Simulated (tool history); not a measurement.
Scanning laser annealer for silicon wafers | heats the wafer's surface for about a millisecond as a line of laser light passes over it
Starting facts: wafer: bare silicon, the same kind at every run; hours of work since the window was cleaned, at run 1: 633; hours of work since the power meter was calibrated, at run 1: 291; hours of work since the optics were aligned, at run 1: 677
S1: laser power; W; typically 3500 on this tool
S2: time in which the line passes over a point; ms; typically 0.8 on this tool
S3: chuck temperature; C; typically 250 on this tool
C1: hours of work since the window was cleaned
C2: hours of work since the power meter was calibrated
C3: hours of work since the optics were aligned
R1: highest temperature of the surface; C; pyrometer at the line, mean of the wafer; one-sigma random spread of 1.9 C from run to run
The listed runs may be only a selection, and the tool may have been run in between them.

Run 1, hour 0: usual settings; C1 633; C2 291; C3 677. Result: R1 1049 C.
Run 2, hour 10.8: usual settings but S1 3232 W; C1 640; C2 297; C3 683. Result: R1 987 C.
Run 3, hour 22.3: usual settings but S1 3232 W; C1 646; C2 304; C3 689. Result: R1 986 C.
Run 4, hour 33.1: usual settings but S1 3232 W; C1 652; C2 310; C3 695. Result: R1 988 C.
Run 5, hour 44.9: usual settings but S1 3232 W; C1 659; C2 317; C3 702. Result: R1 986 C.
Run 6, hour 57.2: usual settings but S1 3232 W; C1 666; C2 323; C3 709. Result: R1 986 C.
Run 7, hour 70.4: usual settings but S1 3232 W; C1 673; C2 331; C3 716. Result: R1 986 C.
At hour 73.6: window over the wafer cleaned.
At hour 76.6: laser's power meter calibrated.
Run 8, hour 85.5: usual settings but S1 3232 W; C1 5; C2 5; C3 722. Result: R1 1015 C.
Run 9, hour 93.4: usual settings but S2 0.812 ms; C1 10; C2 10; C3 727. Result: R1 1091 C.
Run 10, hour 99.3: usual settings but S1 3642 W, S2 0.812 ms; C1 13; C2 13; C3 730. Result: R1 1122 C.
Run 11, hour 112.3: usual settings but S1 3642 W, S2 0.812 ms; C1 20; C2 20; C3 737. Result: R1 1125 C.
At hour 118: laser's power meter calibrated, once more.
Run 12, hour 122.4: usual settings but S1 3438 W; C1 24; C2 2; C3 741. Result: R1 1066 C.
Run 13, hour 131.5: usual settings but S1 3438 W; C1 29; C2 8; C3 747. Result: R1 1063 C.
Run 14, hour 138.8: usual settings but S1 3026 W, S2 0.704 ms, S3 266 C; C1 34; C2 12; C3 751. Result: R1 941 C.
Run 15, hour 148: usual settings but S1 3026 W, S2 0.704 ms, S3 213 C; C1 39; C2 17; C3 756. Result: R1 888 C.
Run 16, hour 154.2: usual settings but S1 3398 W, S2 0.914 ms; C1 42; C2 20; C3 759. Result: R1 1110 C.
Run 17, hour 164.3: usual settings but S1 3465 W, S2 0.68 ms, S3 269 C; C1 48; C2 26; C3 765. Result: R1 1032 C.
Run 18, hour 174.6: usual settings but S1 3465 W, S2 0.68 ms, S3 214 C; C1 54; C2 32; C3 771. Result: R1 976 C.
Run 19, hour 187.8: usual settings but S1 3616 W, S2 0.676 ms, S3 284 C; C1 61; C2 39; C3 778. Result: R1 1074 C.
Run 20, hour 198.2: usual settings but S1 3616 W, S2 0.676 ms, S3 284 C; C1 67; C2 45; C3 784. Result: R1 1076 C.
Run 21, hour 208.3: usual settings but S3 245 C; C1 73; C2 51; C3 790. Result: R1 1072 C.

Estimate the outcome of run 22 from the log above:
Run 22, hour 219.5: usual settings but S1 3514 W, S2 0.91 ms, S3 222 C; C1 79; C2 57; C3 796. Result: R1 ?.

R1: 1105 C
If the tool had no hidden condition, the same run with the same run-to-run variation would have returned R1 1114 C.

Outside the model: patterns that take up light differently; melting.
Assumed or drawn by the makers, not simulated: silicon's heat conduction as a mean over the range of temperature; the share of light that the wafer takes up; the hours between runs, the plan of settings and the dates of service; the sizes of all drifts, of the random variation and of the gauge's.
